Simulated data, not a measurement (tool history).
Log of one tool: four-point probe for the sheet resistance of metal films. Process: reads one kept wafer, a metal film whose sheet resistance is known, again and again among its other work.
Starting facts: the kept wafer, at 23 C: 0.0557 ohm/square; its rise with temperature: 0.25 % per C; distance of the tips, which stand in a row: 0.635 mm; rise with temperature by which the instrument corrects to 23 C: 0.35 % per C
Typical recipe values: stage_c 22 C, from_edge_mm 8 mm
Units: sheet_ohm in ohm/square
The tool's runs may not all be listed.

run	day	stage_c	from_edge_mm	sheet_ohm
1	0	22	8	0.055877
2	1.104	22	8	0.055877
3	2.221	22	8	0.055885
4	2.983	22	8	0.055858
5	3.733	22	8	0.055859
6	5.1	26	8	0.055671
7	5.712	26	8	0.055654
8	6.742	26	8	0.055651
9	7.479	26	8	0.055672
10	8.283	26	8	0.055662
11	9.429	26	8	0.055657
12	10.633	26	8	0.055643
13	11.804	26	8	0.055659
14	12.804	26	8	0.055663
15	13.6	26	8	0.05563
16	14.983	26	8	0.055635
17	16.246	26	8	0.055632
18	17.304	26	8	0.055639
19	18.225	22	8	0.055839
20	19.396	22	8	0.055839
21	20.392	22	8	0.055838
22	21.758	30	19	0.055275
23	22.654	21	8	0.055879
24	23.958	21	8	0.055899
25	24.983	22	6	0.055999
26	25.925	31	43	0.055192
27	27.312	19	3	0.05712
28	28.267	20	14	0.055798
29	29.317	33	22	0.055106
30	30.017	22	22	0.055667
31	31.138	19	39	0.055812
32	31.933	25	20	0.055527
33	33.075	21	5	0.056175
34	33.938	21	5	0.056161
35	34.783	25	11	0.055575
36	36.058	25	11	0.055579
37	36.692	27	4	0.056117
38	37.342	27	4	0.056104
39	38.662	24	6	0.055841
40	39.462	24	6	0.055898
41	40.262	24	6	0.055871

For some of the steps in sheet_ohm from one run to the next: how much would appear even if the tool had no hidden state, given the settings, what came in and random variation, and how much remains for the hidden state plus any gauge scatter that the measured result and the result without hidden state don't share?
What the log doesn't record here: inner tips' distance over the nominal, %; tips' flats over new ones', %; wafer's true temperature over the reading, C; drift of the gauge itself on sheet_ohm, %.
Run 1 -> 2: nothing adjusted, nothing logged. sheet_ohm +0 ohm/square: hidden state -0.000003, all else +0.000003.
Run 5 -> 6: stage_c 22 -> 26. sheet_ohm -0.000188 ohm/square: hidden state -0.000003, all else -0.000185.
Run 16 -> 17: nothing adjusted, nothing logged. sheet_ohm -0.000003 ohm/square: hidden state -0.000003, all else +0.
Run 25 -> 26: stage_c 22 -> 31, from_edge_mm 6 -> 43. sheet_ohm -0.000807 ohm/square: hidden state -0.000001, all else -0.000806.
Run 26 -> 27: stage_c 31 -> 19, from_edge_mm 43 -> 3. sheet_ohm +0.001928 ohm/square: hidden state -0.000003, all else +0.001931.
Run 27 -> 28: stage_c 19 -> 20, from_edge_mm 3 -> 14. sheet_ohm -0.001322 ohm/square: hidden state +0, all else -0.001322.
